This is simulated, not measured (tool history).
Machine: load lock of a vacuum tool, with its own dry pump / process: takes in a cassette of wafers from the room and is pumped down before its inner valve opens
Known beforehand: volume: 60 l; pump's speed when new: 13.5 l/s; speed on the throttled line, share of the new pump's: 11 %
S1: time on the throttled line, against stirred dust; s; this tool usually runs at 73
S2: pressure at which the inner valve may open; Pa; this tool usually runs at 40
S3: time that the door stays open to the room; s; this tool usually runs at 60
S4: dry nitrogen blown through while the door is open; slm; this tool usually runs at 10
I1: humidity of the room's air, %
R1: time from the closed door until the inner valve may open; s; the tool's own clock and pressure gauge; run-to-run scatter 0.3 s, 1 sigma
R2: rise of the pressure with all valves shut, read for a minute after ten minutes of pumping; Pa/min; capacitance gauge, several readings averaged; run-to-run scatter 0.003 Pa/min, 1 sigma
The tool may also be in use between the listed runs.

run 1 day=0 | S1=73 S2=40 S3=60 S4=10 | I1=43.7 | R1=102 R2=0.137
run 2 day=5.025 | S1=73 S2=40 S3=60 S4=10 | I1=48.3 | R1=101.7 R2=0.145
run 3 day=8.471 | S1=73 S2=40 S3=60 S4=10 | I1=48.4 | R1=101.9 R2=0.157
run 4 day=11.95 | S1=73 S2=40 S3=60 S4=10 | I1=46.9 | R1=101.8 R2=0.161
run 5 day=17.417 | S1=73 S2=40 S3=100 S4=10 | I1=48.9 | R1=101.9 R2=0.182
run 6 day=20.492 | S1=73 S2=40 S3=100 S4=10 | I1=44 | R1=102.1 R2=0.186
run 7 day=24.421 | S1=73 S2=40 S3=67 S4=10 | I1=45.4 | R1=102.3 R2=0.193
run 8 day=26.954 | S1=73 S2=40 S3=67 S4=10 | I1=46.9 | R1=102.5 R2=0.2
run 9 day=30.333 | S1=73 S2=63 S3=67 S4=10 | I1=44.2 | R1=99.8 R2=0.207
run 10 day=33.871 | S1=73 S2=34 S3=60 S4=10 | I1=46.3 | R1=103 R2=0.223
run 11 day=38.088 | S1=73 S2=41 S3=60 S4=10 | I1=46 | R1=101.9 R2=0.228
run 12 day=42.775 | S1=73 S2=41 S3=60 S4=10 | I1=43.1 | R1=102.1 R2=0.242
run 13 day=48.054 | S1=73 S2=40 S3=60 S4=18 | I1=46.7 | R1=102.3 R2=0.255
run 14 day=54.129 | S1=73 S2=40 S3=60 S4=18 | I1=43.4 | R1=102.2 R2=0.276
run 15 day=59.771 | S1=73 S2=40 S3=60 S4=18 | I1=45.6 | R1=102.4 R2=0.285
run 16 day=65.312 | S1=73 S2=40 S3=60 S4=10 | I1=46.8 | R1=102.1 R2=0.306
run 17 day=70.167 | S1=73 S2=40 S3=60 S4=9 | I1=45.3 | R1=102.3 R2=0.325
run 18 day=75.617 | S1=73 S2=40 S3=60 S4=9 | I1=42.5 | R1=102.5 R2=0.348
run 19 day=78.5 | S1=73 S2=33 S3=134 S4=10 | I1=45.8 | R1=103.5 R2=0.367
run 20 day=81.933 | S1=74 S2=33 S3=77 S4=10 | I1=47.3 | R1=105 R2=0.37
run 21 day=86.567 | S1=73 S2=80 S3=40 S4=10 | I1=43.3 | R1=99.7 R2=0.388
run 22 day=90.712 | S1=73 S2=59 S3=40 S4=6 | I1=45.7 | R1=100.1 R2=0.401
run 23 day=93.317 | S1=73 S2=40 S3=60 S4=4 | I1=45.6 | R1=103.1 R2=0.417
run 24 day=98.188 | S1=73 S2=30 S3=60 S4=10 | I1=50.6 | R1=104.4 R2=0.44
run 25 day=101.217 | S1=79 S2=31 S3=34 S4=10 | I1=46 | R1=109 R2=0.435
run 26 day=105.108 | S1=79 S2=31 S3=91 S4=6 | I1=45 | R1=109.2 R2=0.457
run 27 day=111.142 | S1=55 S2=31 S3=91 S4=6 | I1=43.1 | R1=88.7 R2=0.49

Run 28 is up next; what results do you expect?
run 28 day=115.054 | S1=55 S2=31 S3=91 S4=6 | I1=48.1 | R1=? R2=?

R1: 88.6 s
R2: 0.512 Pa/min
If the tool had no hidden condition, the same run with the same run-to-run variation would have returned R1 85.1 s, R2 0.042 Pa/min.
